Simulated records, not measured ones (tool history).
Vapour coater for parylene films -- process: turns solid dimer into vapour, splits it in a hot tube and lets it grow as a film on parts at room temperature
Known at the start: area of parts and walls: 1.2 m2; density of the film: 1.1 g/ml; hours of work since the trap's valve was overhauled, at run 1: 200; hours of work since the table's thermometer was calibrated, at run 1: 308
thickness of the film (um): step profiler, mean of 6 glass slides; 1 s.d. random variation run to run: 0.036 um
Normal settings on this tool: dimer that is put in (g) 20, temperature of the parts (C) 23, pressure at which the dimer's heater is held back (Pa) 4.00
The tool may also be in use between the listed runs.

| run | hour | dimer that is put in (g) | temperature of the parts (C) | pressure at which the dimer's heater is held back (Pa) | hours of work since the trap's valve was overhauled | hours of work since the table's thermometer was calibrated | thickness of the film (um) |
|---|---|---|---|---|---|---|---|
| 1 | 0.0 | 20 | 23 | 4.00 | 200 | 308 | 12.11 |
|  | 33.8 | trap's valve overhauled |
| 2 | 53.1 | 20 | 23 | 4.00 | 13 | 342 | 12.08 |
| 3 | 123.8 | 20 | 23 | 5.03 | 63 | 391 | 11.69 |
| 4 | 194.1 | 20 | 23 | 8.51 | 111 | 440 | 10.85 |
| 5 | 241.4 | 20 | 23 | 8.51 | 144 | 473 | 10.80 |
| 6 | 293.7 | 20 | 23 | 8.51 | 180 | 509 | 10.78 |
|  | 349.9 | trap's valve overhauled |
| 7 | 368.2 | 20 | 23 | 3.20 | 13 | 558 | 12.53 |
| 8 | 444.2 | 20 | 23 | 4.00 | 65 | 611 | 12.16 |
| 9 | 504.9 | 28 | 23 | 4.00 | 108 | 653 | 16.92 |
| 10 | 585.4 | 28 | 23 | 4.00 | 164 | 709 | 16.90 |
|  | 665.4 | trap's valve overhauled |
| 11 | 665.5 | 20 | 20 | 4.36 | 0 | 762 | 13.52 |
| 12 | 726.2 | 8 | 26 | 4.09 | 42 | 804 | 4.23 |
| 13 | 792.4 | 8 | 19 | 4.09 | 88 | 850 | 5.66 |
| 14 | 829.9 | 15 | 26 | 6.35 | 114 | 876 | 7.44 |
| 15 | 885.1 | 16 | 18 | 5.01 | 153 | 914 | 11.39 |
| 16 | 970.0 | 20 | 23 | 7.62 | 212 | 973 | 10.91 |

Forecast each of these 5 alternatives for the next run:
|  | 981.4 | trap's valve overhauled |
| A | 1025.3 | 20 | 31 | 4.09 | 30 | 1009 | ? |
|  | 981.4 | trap's valve overhauled |
| B | 1025.3 | 21 | 25 | 2.53 | 30 | 1009 | ? |
|  | 981.4 | trap's valve overhauled |
| C | 1025.3 | 16 | 27 | 4.48 | 30 | 1009 | ? |
|  | 981.4 | trap's valve overhauled |
| D | 1025.3 | 13 | 23 | 4.00 | 30 | 1009 | ? |
|  | 981.4 | trap's valve overhauled |
| E | 1025.3 | 15 | 19 | 5.62 | 30 | 1009 | ? |

| run | thickness of the film (um) |
|---|---|
| A | 8.62 |
| B | 12.42 |
| C | 8.02 |
| D | 7.81 |
| E | 10.02 |
Without the tool's hidden state the same runs would have given:
| run | thickness of the film (um) |
|---|---|
| A | 8.74 |
| B | 12.59 |
| C | 8.13 |
| D | 7.92 |
| E | 10.16 |
